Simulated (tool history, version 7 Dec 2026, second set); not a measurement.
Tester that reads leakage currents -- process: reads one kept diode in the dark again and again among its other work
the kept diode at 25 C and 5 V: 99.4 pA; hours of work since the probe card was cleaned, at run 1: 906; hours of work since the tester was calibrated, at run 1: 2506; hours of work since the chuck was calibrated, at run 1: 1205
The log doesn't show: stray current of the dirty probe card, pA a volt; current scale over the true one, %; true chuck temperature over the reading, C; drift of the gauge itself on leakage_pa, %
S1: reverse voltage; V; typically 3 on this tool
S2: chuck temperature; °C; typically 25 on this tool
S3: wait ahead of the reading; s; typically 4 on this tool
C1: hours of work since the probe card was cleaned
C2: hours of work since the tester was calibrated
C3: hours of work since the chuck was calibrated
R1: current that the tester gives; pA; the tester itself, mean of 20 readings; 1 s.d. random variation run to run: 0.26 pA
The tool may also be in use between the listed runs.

run,hour,S1,S2,S3,C1,C2,C3,R1
1,0,3,25,4,906,2506,1205,92.45
2,88,3,21,4,962,2562,1260,69.25
3,150.6,3,44,4,1001,2601,1299,345.71
4,235.4,3,25,0.82,1054,2654,1353,94.14
5,329.4,3,25,0.82,1113,2713,1412,94.88
6,414.6,3,25,0.82,1167,2767,1465,95.81
7,481.7,3,25,0.82,1209,2809,1507,94.98
8,555.8,3,25,0.82,1255,2856,1554,95.87
9,610.8,3,45,0.82,1290,2890,1588,379.31
10,688,3,25,0.46,1338,2939,1637,96.73
11,740.8,3,25,0.46,1372,2972,1670,96.97
12,797.8,3,25,0.95,1407,3008,1706,96.67
# hour 808.9: probe card cleaned and baked
13,891.8,3,25,0.95,52,3065,1763,97.55
14,990.2,3,25,0.95,114,3127,1825,97.95
15,1082.7,3,25,0.95,172,3185,1883,98.72
16,1134.2,3,25,0.94,204,3217,1915,99.5
# hour 1173.1: tester calibrated
17,1241.7,3,25,0.94,271,43,1982,102.01
18,1346.1,3,54,0.94,336,109,2047,701.2
19,1391.4,3,43,0.94,365,137,2076,351.03
# hour 1402.4: probe card cleaned and baked, once more
20,1490,2,43,0.42,55,197,2136,305.5
21,1576.9,1.88,43,0.42,110,252,2190,299.1
22,1622.3,17.72,25,0.54,138,280,2219,186.96
# hour 1702.5: chuck's temperature calibrated
23,1719.3,17.72,25,0.54,198,340,11,159.87
24,1819,8.49,56,4,260,403,73,976.91
25,1898.5,2.39,52,0.68,310,453,123,503.44
26,1953.5,9.43,22,7.11,345,487,158,100.87
27,2009.2,9.43,22,7.11,380,522,193,100.76
28,2095.4,3.19,22,1.02,434,576,247,70.81
29,2187.8,3.19,36,1.24,492,634,305,193.55
30,2287.7,6.22,45,1,555,697,368,446.05
31,2371.9,6.22,45,1,608,750,421,449.07
32,2437.9,6.22,43,1,649,792,462,395.16
33,2515,3,50,4,698,840,510,488.82
34,2616.2,3,38,4,761,904,574,222.23
35,2661.7,16.72,44,8.39,790,932,603,595.01

Alternative continuations, all from the tool just after run 35; predict every row:
A,2720.4,1.52,44,8.39,827,969,640,?
B,2720.4,1.73,21,4,827,969,640,?
C,2720.4,16.72,23,1.59,827,969,640,?

run,R1
A,264.46
B,54.82
C,143.21
Without the tool's hidden state the same runs would have given:
run,R1
A,254.82
B,51.84
C,130.22
